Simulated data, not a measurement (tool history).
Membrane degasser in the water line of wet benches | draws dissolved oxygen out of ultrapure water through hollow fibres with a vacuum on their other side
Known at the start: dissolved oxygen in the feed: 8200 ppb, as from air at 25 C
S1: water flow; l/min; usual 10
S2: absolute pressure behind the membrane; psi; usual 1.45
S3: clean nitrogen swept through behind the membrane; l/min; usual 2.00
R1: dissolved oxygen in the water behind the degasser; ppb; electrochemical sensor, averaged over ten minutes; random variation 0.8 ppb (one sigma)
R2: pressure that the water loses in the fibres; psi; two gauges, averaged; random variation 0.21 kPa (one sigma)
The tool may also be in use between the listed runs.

{"run": 1, "hour": 0.0, "S1": 10, "S2": 1.45, "S3": 2.0, "R1": 89.6, "R2": 6.888}
{"run": 2, "hour": 62.4, "S1": 10, "S2": 1.45, "S3": 2.0, "R1": 91.6, "R2": 6.931}
{"run": 3, "hour": 152.8, "S1": 10, "S2": 1.45, "S3": 2.0, "R1": 89.9, "R2": 6.904}
{"run": 4, "hour": 219.8, "S1": 10, "S2": 1.45, "S3": 2.0, "R1": 90.9, "R2": 6.912}
{"run": 5, "hour": 300.0, "S1": 10, "S2": 0.99, "S3": 2.0, "R1": 51.1, "R2": 6.963}
{"run": 6, "hour": 399.8, "S1": 10, "S2": 0.99, "S3": 2.0, "R1": 51.4, "R2": 6.859}
{"run": 7, "hour": 505.4, "S1": 10, "S2": 0.99, "S3": 2.0, "R1": 51.1, "R2": 6.87}
{"run": 8, "hour": 597.7, "S1": 10, "S2": 1.45, "S3": 2.27, "R1": 80.3, "R2": 6.93}
{"run": 9, "hour": 659.4, "S1": 10, "S2": 1.45, "S3": 2.27, "R1": 80.2, "R2": 6.998}
{"run": 10, "hour": 757.7, "S1": 10, "S2": 3.5, "S3": 1.09, "R1": 457.2, "R2": 6.968}
{"run": 11, "hour": 843.5, "S1": 10, "S2": 3.5, "S3": 1.09, "R1": 455.0, "R2": 6.952}
{"run": 12, "hour": 914.6, "S1": 10, "S2": 3.5, "S3": 1.09, "R1": 450.7, "R2": 6.989}
{"run": 13, "hour": 989.6, "S1": 10, "S2": 1.58, "S3": 2.0, "R1": 102.9, "R2": 6.953}
{"run": 14, "hour": 1068.8, "S1": 10, "S2": 1.58, "S3": 2.0, "R1": 102.7, "R2": 6.965}
{"run": 15, "hour": 1114.1, "S1": 9, "S2": 1.26, "S3": 0.82, "R1": 151.8, "R2": 6.293}
{"run": 16, "hour": 1174.4, "S1": 9, "S2": 1.26, "S3": 0.82, "R1": 151.7, "R2": 6.302}

The same runs without the tool's hidden state, with the same run-to-run variation:
The hidden state here: membrane still open, %; true pressure behind the membrane over the reading, kPa; air that leaks in behind the membrane, l/min; drift of the gauge itself on oxygen_ppb, %; drift of the gauge itself on loss_of_pressure_kpa, %.
run=1 R1=85.3 R2=6.808
run=2 R1=87.1 R2=6.846
run=3 R1=85.4 R2=6.811
run=4 R1=86.2 R2=6.814
run=5 R1=47.5 R2=6.859
run=6 R1=47.7 R2=6.747
run=7 R1=47.3 R2=6.752
run=8 R1=75.6 R2=6.802
run=9 R1=75.3 R2=6.865
run=10 R1=439.6 R2=6.827
run=11 R1=437.2 R2=6.804
run=12 R1=432.8 R2=6.834
run=13 R1=96.7 R2=6.792
run=14 R1=96.3 R2=6.798
run=15 R1=142.1 R2=6.141
run=16 R1=141.7 R2=6.145
